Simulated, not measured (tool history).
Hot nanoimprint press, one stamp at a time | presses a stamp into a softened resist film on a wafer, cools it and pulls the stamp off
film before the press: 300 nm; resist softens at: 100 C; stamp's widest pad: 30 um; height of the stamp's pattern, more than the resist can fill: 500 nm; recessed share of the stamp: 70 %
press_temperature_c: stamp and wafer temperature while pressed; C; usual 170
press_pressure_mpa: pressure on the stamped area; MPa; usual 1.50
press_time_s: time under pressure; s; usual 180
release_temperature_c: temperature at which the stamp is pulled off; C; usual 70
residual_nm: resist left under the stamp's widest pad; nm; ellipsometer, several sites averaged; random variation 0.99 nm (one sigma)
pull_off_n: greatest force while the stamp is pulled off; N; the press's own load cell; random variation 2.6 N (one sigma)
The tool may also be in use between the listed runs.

{"run": 1, "hour": 0.0, "press_temperature_c": 170, "press_pressure_mpa": 1.5, "press_time_s": 180, "release_temperature_c": 70, "residual_nm": 150.3, "pull_off_n": 144}
{"run": 2, "hour": 20.0, "press_temperature_c": 170, "press_pressure_mpa": 1.5, "press_time_s": 180, "release_temperature_c": 70, "residual_nm": 153.4, "pull_off_n": 144}
{"run": 3, "hour": 38.0, "press_temperature_c": 170, "press_pressure_mpa": 1.5, "press_time_s": 180, "release_temperature_c": 70, "residual_nm": 153.1, "pull_off_n": 146}
{"run": 4, "hour": 50.3, "press_temperature_c": 170, "press_pressure_mpa": 1.5, "press_time_s": 136, "release_temperature_c": 70, "residual_nm": 166.7, "pull_off_n": 147}
{"run": 5, "hour": 58.7, "press_temperature_c": 170, "press_pressure_mpa": 1.5, "press_time_s": 136, "release_temperature_c": 70, "residual_nm": 167.0, "pull_off_n": 154}
{"run": 6, "hour": 78.8, "press_temperature_c": 170, "press_pressure_mpa": 1.5, "press_time_s": 136, "release_temperature_c": 70, "residual_nm": 168.3, "pull_off_n": 156}
{"run": 7, "hour": 94.9, "press_temperature_c": 170, "press_pressure_mpa": 1.5, "press_time_s": 136, "release_temperature_c": 70, "residual_nm": 168.3, "pull_off_n": 158}
{"hour": 104.6, "done": "plate thermocouple calibrated"}
{"hour": 111.9, "done": "stamp cleaned and given a new release coat"}
{"run": 8, "hour": 117.4, "press_temperature_c": 170, "press_pressure_mpa": 1.5, "press_time_s": 136, "release_temperature_c": 70, "residual_nm": 157.8, "pull_off_n": 121}
{"run": 9, "hour": 134.4, "press_temperature_c": 170, "press_pressure_mpa": 1.5, "press_time_s": 136, "release_temperature_c": 70, "residual_nm": 156.7, "pull_off_n": 132}
{"run": 10, "hour": 153.4, "press_temperature_c": 170, "press_pressure_mpa": 1.5, "press_time_s": 136, "release_temperature_c": 70, "residual_nm": 156.9, "pull_off_n": 128}
{"run": 11, "hour": 169.0, "press_temperature_c": 170, "press_pressure_mpa": 1.5, "press_time_s": 136, "release_temperature_c": 70, "residual_nm": 157.3, "pull_off_n": 127}
{"run": 12, "hour": 182.8, "press_temperature_c": 170, "press_pressure_mpa": 2.33, "press_time_s": 136, "release_temperature_c": 70, "residual_nm": 130.2, "pull_off_n": 130}
{"run": 13, "hour": 193.9, "press_temperature_c": 170, "press_pressure_mpa": 2.33, "press_time_s": 136, "release_temperature_c": 70, "residual_nm": 127.7, "pull_off_n": 129}
{"run": 14, "hour": 209.9, "press_temperature_c": 170, "press_pressure_mpa": 2.33, "press_time_s": 136, "release_temperature_c": 70, "residual_nm": 128.1, "pull_off_n": 127}
{"run": 15, "hour": 222.4, "press_temperature_c": 170, "press_pressure_mpa": 2.33, "press_time_s": 136, "release_temperature_c": 70, "residual_nm": 128.4, "pull_off_n": 139}
{"run": 16, "hour": 232.4, "press_temperature_c": 170, "press_pressure_mpa": 2.21, "press_time_s": 115, "release_temperature_c": 70, "residual_nm": 141.8, "pull_off_n": 137}
{"run": 17, "hour": 252.0, "press_temperature_c": 170, "press_pressure_mpa": 1.76, "press_time_s": 128, "release_temperature_c": 67, "residual_nm": 149.3, "pull_off_n": 152}
{"run": 18, "hour": 269.3, "press_temperature_c": 170, "press_pressure_mpa": 1.5, "press_time_s": 114, "release_temperature_c": 70, "residual_nm": 167.2, "pull_off_n": 138}
{"run": 19, "hour": 287.5, "press_temperature_c": 172, "press_pressure_mpa": 1.25, "press_time_s": 96, "release_temperature_c": 73, "residual_nm": 182.6, "pull_off_n": 141}
{"run": 20, "hour": 304.4, "press_temperature_c": 172, "press_pressure_mpa": 1.25, "press_time_s": 96, "release_temperature_c": 73, "residual_nm": 183.3, "pull_off_n": 138}
{"run": 21, "hour": 322.8, "press_temperature_c": 170, "press_pressure_mpa": 1.5, "press_time_s": 128, "release_temperature_c": 67, "residual_nm": 164.7, "pull_off_n": 157}
{"run": 22, "hour": 334.5, "press_temperature_c": 170, "press_pressure_mpa": 1.43, "press_time_s": 116, "release_temperature_c": 70, "residual_nm": 172.7, "pull_off_n": 165}
{"run": 23, "hour": 344.9, "press_temperature_c": 170, "press_pressure_mpa": 1.43, "press_time_s": 116, "release_temperature_c": 70, "residual_nm": 173.6, "pull_off_n": 148}
{"hour": 355.9, "done": "stamp cleaned and given a new release coat"}
{"run": 24, "hour": 359.5, "press_temperature_c": 174, "press_pressure_mpa": 1.11, "press_time_s": 180, "release_temperature_c": 67, "residual_nm": 151.8, "pull_off_n": 128}
{"run": 25, "hour": 378.3, "press_temperature_c": 170, "press_pressure_mpa": 2.33, "press_time_s": 215, "release_temperature_c": 58, "residual_nm": 110.1, "pull_off_n": 148}
{"run": 26, "hour": 390.0, "press_temperature_c": 170, "press_pressure_mpa": 2.33, "press_time_s": 215, "release_temperature_c": 58, "residual_nm": 111.9, "pull_off_n": 154}
{"run": 27, "hour": 399.8, "press_temperature_c": 170, "press_pressure_mpa": 2.4, "press_time_s": 97, "release_temperature_c": 56, "residual_nm": 146.3, "pull_off_n": 151}
{"run": 28, "hour": 413.8, "press_temperature_c": 170, "press_pressure_mpa": 0.98, "press_time_s": 311, "release_temperature_c": 63, "residual_nm": 149.7, "pull_off_n": 144}
{"run": 29, "hour": 425.7, "press_temperature_c": 170, "press_pressure_mpa": 0.98, "press_time_s": 311, "release_temperature_c": 63, "residual_nm": 151.1, "pull_off_n": 145}

Measured less the same run without the tool's hidden state. The same run-to-run variation is in both; the gauge's scatter may not be:
The hidden state here: true temperature over the reading, C; pressure that arrives at the usual setting, %; grip of the stamp's worn release coat, % over a new coat's; drift of the gauge itself on residual_nm, %; drift of the gauge itself on pull_off_n, %.
run=1 residual_nm=+9.6 pull_off_n=+25
run=2 residual_nm=+10.0 pull_off_n=+28
run=3 residual_nm=+10.2 pull_off_n=+31
run=4 residual_nm=+10.8 pull_off_n=+32
run=5 residual_nm=+10.9 pull_off_n=+35
run=6 residual_nm=+11.3 pull_off_n=+38
run=7 residual_nm=+11.6 pull_off_n=+40
run=8 residual_nm=+0.7 pull_off_n=+1
run=9 residual_nm=+1.0 pull_off_n=+4
run=10 residual_nm=+1.2 pull_off_n=+6
run=11 residual_nm=+1.4 pull_off_n=+8
run=12 residual_nm=+2.0 pull_off_n=+11
run=13 residual_nm=+2.1 pull_off_n=+12
run=14 residual_nm=+2.4 pull_off_n=+14
run=15 residual_nm=+2.6 pull_off_n=+18
run=16 residual_nm=+2.8 pull_off_n=+18
run=17 residual_nm=+2.8 pull_off_n=+23
run=18 residual_nm=+3.0 pull_off_n=+23
run=19 residual_nm=+3.0 pull_off_n=+26
run=20 residual_nm=+3.3 pull_off_n=+28
run=21 residual_nm=+3.8 pull_off_n=+34
run=22 residual_nm=+4.0 pull_off_n=+37
run=23 residual_nm=+4.2 pull_off_n=+35
run=24 residual_nm=+3.7 pull_off_n=+2
run=25 residual_nm=+4.2 pull_off_n=+6
run=26 residual_nm=+4.4 pull_off_n=+8
run=27 residual_nm=+5.5 pull_off_n=+9
run=28 residual_nm=+4.5 pull_off_n=+11
run=29 residual_nm=+4.7 pull_off_n=+13
